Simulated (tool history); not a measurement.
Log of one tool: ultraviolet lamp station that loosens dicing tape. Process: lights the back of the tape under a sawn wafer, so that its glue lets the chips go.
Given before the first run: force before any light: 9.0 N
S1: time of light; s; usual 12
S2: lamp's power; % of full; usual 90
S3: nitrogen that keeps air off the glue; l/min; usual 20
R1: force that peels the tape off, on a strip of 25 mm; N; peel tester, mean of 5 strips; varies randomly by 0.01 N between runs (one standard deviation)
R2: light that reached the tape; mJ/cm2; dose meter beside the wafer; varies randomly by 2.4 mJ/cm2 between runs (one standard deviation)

run	hour	S1	S2	S3	R1	R2
1	0.0	12	90	20	0.438	248
2	13.8	24	90	20	0.157	498
3	33.7	12	90	20	0.474	248
4	44.2	12	90	39	0.297	247
5	57.3	12	90	20	0.450	247
6	71.8	12	90	6	1.146	248
7	91.3	12	90	6	1.111	249
8	102.9	12	90	6	1.145	252
9	123.0	12	90	6	1.132	248
10	133.4	12	90	6	1.130	249
11	152.9	12	87	20	0.467	239
12	163.0	12	87	20	0.476	241
13	179.9	12	90	33	0.321	247
14	192.8	12	90	33	0.325	246
15	203.9	12	90	20	0.432	251
16	221.6	12	90	20	0.456	251
17	243.3	12	90	20	0.440	250
18	252.5	12	90	20	0.444	249
19	263.8	12	90	20	0.427	246
20	281.0	23	90	20	0.147	472
21	302.6	23	92	16	0.154	490
22	312.8	12	63	17	1.093	174
23	332.1	24	71	20	0.183	392
24	352.6	24	71	20	0.180	389
25	371.6	6	71	13	2.954	100
26	384.7	6	71	13	3.169	96
27	401.7	6	71	13	2.953	99
28	421.6	6	69	30	2.280	95
29	443.2	9	90	7	1.704	186
30	453.7	9	96	20	0.765	200
31	466.0	9	96	20	0.758	202
32	480.2	9	96	20	0.737	199
33	492.8	22	99	20	0.141	495
34	507.5	8	99	8	1.607	183
35	518.5	8	99	8	1.626	183
36	528.5	14	83	25	0.323	268

Branching from run 36: 5 alternative next runs. What would each branch give?
A	548.6	9	65	27	?	?
B	548.6	7	95	11	?	?
C	548.6	14	83	38	?	?
D	548.6	12	85	20	?	?
E	548.6	14	92	24	?	?

run	R1	R2
A	1.390	133
B	1.823	156
C	0.244	269
D	0.503	234
E	0.276	296
Take away the tool's hidden state, keep each run's random variation, and the runs would have read:
run	R1	R2
A	1.388	133
B	1.820	157
C	0.243	269
D	0.502	234
E	0.276	297
